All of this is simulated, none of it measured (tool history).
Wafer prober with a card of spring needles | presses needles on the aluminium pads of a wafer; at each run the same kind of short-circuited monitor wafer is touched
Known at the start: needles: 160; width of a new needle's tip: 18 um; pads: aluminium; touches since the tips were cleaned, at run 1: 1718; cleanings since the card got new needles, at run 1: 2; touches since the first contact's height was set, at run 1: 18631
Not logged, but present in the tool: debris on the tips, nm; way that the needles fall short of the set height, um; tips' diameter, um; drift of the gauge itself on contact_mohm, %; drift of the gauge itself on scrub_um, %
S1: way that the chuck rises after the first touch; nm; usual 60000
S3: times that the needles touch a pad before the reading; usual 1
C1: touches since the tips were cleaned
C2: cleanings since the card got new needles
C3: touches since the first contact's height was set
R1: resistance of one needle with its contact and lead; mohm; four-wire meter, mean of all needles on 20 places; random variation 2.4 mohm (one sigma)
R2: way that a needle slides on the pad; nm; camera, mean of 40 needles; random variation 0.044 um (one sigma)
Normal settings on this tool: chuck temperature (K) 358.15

run 1 day=0 | S1=60000 chuck_temperature_(K)=358.15 S3=1 | C1=1718 C2=2 C3=18631 | R1=351 R2=14510
-- day=0.692 tips cleaned on abrasive film
run 2 day=1.088 | S1=60000 chuck_temperature_(K)=358.15 S3=1 | C1=4545 C2=3 C3=31084 | R1=392 R2=14560
-- day=1.517 tips cleaned on abrasive film
-- day=2.392 tips cleaned on abrasive film
-- day=3.192 tips cleaned on abrasive film
run 3 day=3.338 | S1=60000 chuck_temperature_(K)=358.15 S3=1 | C1=1663 C2=6 C3=56824 | R1=336 R2=14420
-- day=3.925 tips cleaned on abrasive film
-- day=4.725 tips cleaned on abrasive film
-- day=5.5 tips cleaned on abrasive film
run 4 day=5.629 | S1=60000 chuck_temperature_(K)=337.15 S3=1 | C1=1496 C2=9 C3=83034 | R1=335 R2=14350
-- day=6.304 tips cleaned on abrasive film
run 5 day=6.717 | S1=72000 chuck_temperature_(K)=337.15 S3=1 | C1=4743 C2=10 C3=95513 | R1=364 R2=17260
-- day=7.071 tips cleaned on abrasive film
-- day=7.85 tips cleaned on abrasive film
-- day=8.638 tips cleaned on abrasive film
run 6 day=8.779 | S1=60000 chuck_temperature_(K)=368.15 S3=1 | C1=1638 C2=13 C3=119103 | R1=351 R2=14280
-- day=9.404 tips cleaned on abrasive film
-- day=10.142 tips cleaned on abrasive film
run 7 day=10.142 | S1=60000 chuck_temperature_(K)=368.15 S3=1 | C1=0 C2=15 C3=134646 | R1=299 R2=14220
-- day=10.875 tips cleaned on abrasive film
-- day=11.612 tips cleaned on abrasive film
run 8 day=12.079 | S1=60000 chuck_temperature_(K)=368.15 S3=1 | C1=5362 C2=17 C3=156860 | R1=407 R2=14130
-- day=12.338 tips cleaned on abrasive film
-- day=13.046 tips cleaned on abrasive film
-- day=13.896 tips cleaned on abrasive film
run 9 day=14.179 | S1=60000 chuck_temperature_(K)=374.15 S3=1 | C1=3266 C2=20 C3=180839 | R1=396 R2=14020
-- day=14.654 tips cleaned on abrasive film
-- day=15.471 tips cleaned on abrasive film
-- day=16.204 tips cleaned on abrasive film
run 10 day=16.429 | S1=60000 chuck_temperature_(K)=374.15 S3=1 | C1=2598 C2=23 C3=206606 | R1=382 R2=14010
-- day=17 tips cleaned on abrasive film
run 11 day=17.433 | S1=60000 chuck_temperature_(K)=374.15 S3=1 | C1=4998 C2=24 C3=218089 | R1=425 R2=13970
-- day=17.867 tips cleaned on abrasive film
run 12 day=18.358 | S1=60000 chuck_temperature_(K)=352.15 S3=1 | C1=5656 C2=25 C3=228699 | R1=425 R2=13830
-- day=18.646 tips cleaned on abrasive film
-- day=18.658 height of the first contact set anew
-- day=19.517 tips cleaned on abrasive film
-- day=20.246 tips cleaned on abrasive film
run 13 day=20.654 | S1=60000 chuck_temperature_(K)=358.15 S3=3 | C1=4699 C2=28 C3=22856 | R1=324 R2=14540
-- day=21.008 tips cleaned on abrasive film
-- day=21.796 tips cleaned on abrasive film
run 14 day=21.85 | S1=60000 chuck_temperature_(K)=358.15 S3=1 | C1=645 C2=30 C3=36500 | R1=320 R2=14490
-- day=22.525 tips cleaned on abrasive film
run 15 day=22.771 | S1=60000 chuck_temperature_(K)=358.15 S3=1 | C1=2833 C2=31 C3=47037 | R1=375 R2=14470
-- day=23.35 tips cleaned on abrasive film
-- day=24.204 tips cleaned on abrasive film
run 16 day=24.692 | S1=60000 chuck_temperature_(K)=358.15 S3=1 | C1=5593 C2=33 C3=69022 | R1=418 R2=14420
-- day=24.962 tips cleaned on abrasive film
-- day=25.742 tips cleaned on abrasive film
run 17 day=25.742 | S1=58000 chuck_temperature_(K)=301.15 S3=2 | C1=0 C2=35 C3=81030 | R1=270 R2=13830
-- day=26.525 tips cleaned on abrasive film
run 18 day=26.696 | S1=58000 chuck_temperature_(K)=301.15 S3=2 | C1=1964 C2=36 C3=91923 | R1=322 R2=13860
-- day=27.267 tips cleaned on abrasive film
-- day=28.042 tips cleaned on abrasive film
run 19 day=28.108 | S1=58000 chuck_temperature_(K)=378.15 S3=2 | C1=768 C2=38 C3=108092 | R1=316 R2=13790
-- day=28.75 tips cleaned on abrasive film
-- day=29.504 tips cleaned on abrasive film
run 20 day=29.525 | S1=60000 chuck_temperature_(K)=327.15 S3=3 | C1=250 C2=40 C3=124313 | R1=277 R2=14260
-- day=30.208 tips cleaned on abrasive film
run 21 day=30.542 | S1=60000 chuck_temperature_(K)=327.15 S3=3 | C1=3858 C2=41 C3=135954 | R1=317 R2=14220
-- day=30.983 tips cleaned on abrasive film
-- day=31.742 tips cleaned on abrasive film
run 22 day=31.742 | S1=52000 chuck_temperature_(K)=380.15 S3=2 | C1=0 C2=43 C3=149661 | R1=296 R2=12260
-- day=32.533 tips cleaned on abrasive film
-- day=33.367 tips cleaned on abrasive film
run 23 day=33.579 | S1=52000 chuck_temperature_(K)=380.15 S3=2 | C1=2458 C2=45 C3=170696 | R1=360 R2=12210
-- day=34.083 tips cleaned on abrasive film
-- day=34.804 tips cleaned on abrasive film
run 24 day=35.229 | S1=52000 chuck_temperature_(K)=380.15 S3=2 | C1=4904 C2=47 C3=189564 | R1=401 R2=12080
-- day=35.621 tips cleaned on abrasive film
run 25 day=36.196 | S1=67000 chuck_temperature_(K)=380.15 S3=2 | C1=6595 C2=48 C3=200623 | R1=363 R2=15800
-- day=36.338 tips cleaned on abrasive film
-- day=37.112 tips cleaned on abrasive film
-- day=37.888 tips cleaned on abrasive film
run 26 day=37.979 | S1=60000 chuck_temperature_(K)=312.15 S3=2 | C1=1075 C2=51 C3=221015 | R1=304 R2=14040
-- day=38.733 tips cleaned on abrasive film
-- day=39.017 height of the first contact set anew
-- day=39.542 tips cleaned on abrasive film
run 27 day=39.792 | S1=60000 chuck_temperature_(K)=312.15 S3=2 | C1=2889 C2=53 C3=8841 | R1=323 R2=14500
-- day=40.283 tips cleaned on abrasive film
-- day=41.012 tips cleaned on abrasive film
run 28 day=41.271 | S1=56000 chuck_temperature_(K)=385.15 S3=2 | C1=2998 C2=55 C3=25778 | R1=355 R2=13480
-- day=41.767 tips cleaned on abrasive film
-- day=42.538 tips cleaned on abrasive film
run 29 day=42.808 | S1=69000 chuck_temperature_(K)=385.15 S3=2 | C1=3098 C2=57 C3=43353 | R1=333 R2=16620

Forecast each of these 3 alternatives for the next run:
-- day=43.392 tips cleaned on abrasive film
-- day=44.1 tips cleaned on abrasive film
run A day=44.2 | S1=69000 chuck_temperature_(K)=385.15 S3=1 | C1=1165 C2=59 C3=59282 | R1=? R2=?
-- day=43.392 tips cleaned on abrasive film
-- day=44.1 tips cleaned on abrasive film
run B day=44.2 | S1=69000 chuck_temperature_(K)=320.15 S3=2 | C1=1165 C2=59 C3=59282 | R1=? R2=?
-- day=43.392 tips cleaned on abrasive film
-- day=44.1 tips cleaned on abrasive film
run C day=44.2 | S1=59000 chuck_temperature_(K)=303.15 S3=3 | C1=1165 C2=59 C3=59282 | R1=? R2=?

run=A R1=334 R2=16530
run=B R1=295 R2=16520
run=C R1=294 R2=14140
What these runs would have given with no unlogged condition in the tool:
run=A R1=285 R2=16770
run=B R1=263 R2=16750
run=C R1=266 R2=14370
